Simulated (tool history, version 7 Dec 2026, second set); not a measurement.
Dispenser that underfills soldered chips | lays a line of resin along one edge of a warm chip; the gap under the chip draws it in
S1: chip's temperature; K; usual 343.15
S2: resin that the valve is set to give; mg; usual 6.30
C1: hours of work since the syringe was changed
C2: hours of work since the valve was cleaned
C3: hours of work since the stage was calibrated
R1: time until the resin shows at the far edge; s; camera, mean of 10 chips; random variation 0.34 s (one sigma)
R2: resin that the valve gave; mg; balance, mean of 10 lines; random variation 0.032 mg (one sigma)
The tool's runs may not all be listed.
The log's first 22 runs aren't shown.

{"run": 23, "hour": 98.1, "S1": 338.15, "S2": 5.53, "C1": 7, "C2": 28, "C3": 200, "R1": 25.7, "R2": 5.4}
{"hour": 103.0, "done": "new syringe of resin"}
{"run": 24, "hour": 104.7, "S1": 335.15, "S2": 5.71, "C1": 1, "C2": 32, "C3": 204, "R1": 22.8, "R2": 5.54}
{"run": 25, "hour": 109.9, "S1": 335.15, "S2": 5.71, "C1": 4, "C2": 35, "C3": 207, "R1": 27.1, "R2": 5.57}
{"run": 26, "hour": 112.8, "S1": 335.15, "S2": 5.71, "C1": 6, "C2": 37, "C3": 209, "R1": 28.1, "R2": 5.5}
{"run": 27, "hour": 117.9, "S1": 335.15, "S2": 5.71, "C1": 10, "C2": 40, "C3": 212, "R1": 32.5, "R2": 5.56}
{"hour": 119.2, "done": "new syringe of resin"}
{"run": 28, "hour": 122.7, "S1": 331.15, "S2": 5.76, "C1": 2, "C2": 43, "C3": 215, "R1": 29.5, "R2": 5.55}
{"run": 29, "hour": 128.4, "S1": 333.15, "S2": 6.35, "C1": 6, "C2": 47, "C3": 219, "R1": 30.6, "R2": 6.1}
{"run": 30, "hour": 131.4, "S1": 335.15, "S2": 6.25, "C1": 8, "C2": 49, "C3": 221, "R1": 29.4, "R2": 6.02}
{"hour": 135.4, "done": "new syringe of resin"}
{"run": 31, "hour": 136.9, "S1": 347.15, "S2": 7.88, "C1": 1, "C2": 52, "C3": 224, "R1": 12.9, "R2": 7.59}
{"run": 32, "hour": 140.5, "S1": 332.15, "S2": 7.2, "C1": 3, "C2": 55, "C3": 227, "R1": 28.3, "R2": 6.92}
{"run": 33, "hour": 145.7, "S1": 334.15, "S2": 8.13, "C1": 7, "C2": 58, "C3": 230, "R1": 29.9, "R2": 7.81}
{"hour": 151.2, "done": "new syringe of resin"}
{"run": 34, "hour": 151.2, "S1": 334.15, "S2": 8.13, "C1": 0, "C2": 61, "C3": 233, "R1": 22.0, "R2": 7.79}
{"run": 35, "hour": 154.3, "S1": 354.15, "S2": 5.94, "C1": 2, "C2": 64, "C3": 235, "R1": 10.3, "R2": 5.72}
{"run": 36, "hour": 160.5, "S1": 352.15, "S2": 6.32, "C1": 6, "C2": 68, "C3": 239, "R1": 12.4, "R2": 5.96}

5 ways to go on from here, each from the tool as it stands after run 36. What would each give?
{"run": "A", "hour": 164.0, "S1": 338.15, "S2": 6.46, "C1": 8, "C2": 70, "C3": 242, "R1": "?", "R2": "?"}
{"run": "B", "hour": 164.0, "S1": 352.15, "S2": 6.32, "C1": 8, "C2": 70, "C3": 242, "R1": "?", "R2": "?"}
{"run": "C", "hour": 164.0, "S1": 333.15, "S2": 6.84, "C1": 8, "C2": 70, "C3": 242, "R1": "?", "R2": "?"}
{"run": "D", "hour": 164.0, "S1": 358.15, "S2": 6.32, "C1": 8, "C2": 70, "C3": 242, "R1": "?", "R2": "?"}
{"run": "E", "hour": 164.0, "S1": 337.15, "S2": 6.3, "C1": 8, "C2": 70, "C3": 242, "R1": "?", "R2": "?"}

run=A R1=26.2 R2=6.12
run=B R1=13.5 R2=5.99
run=C R1=34.5 R2=6.50
run=D R1=10.9 R2=5.99
run=E R1=27.5 R2=5.97
Without the tool's hidden state the same runs would have given:
run=A R1=20.4 R2=6.44
run=B R1=10.4 R2=6.30
run=C R1=27.1 R2=6.83
run=D R1=8.5 R2=6.30
run=E R1=21.5 R2=6.28
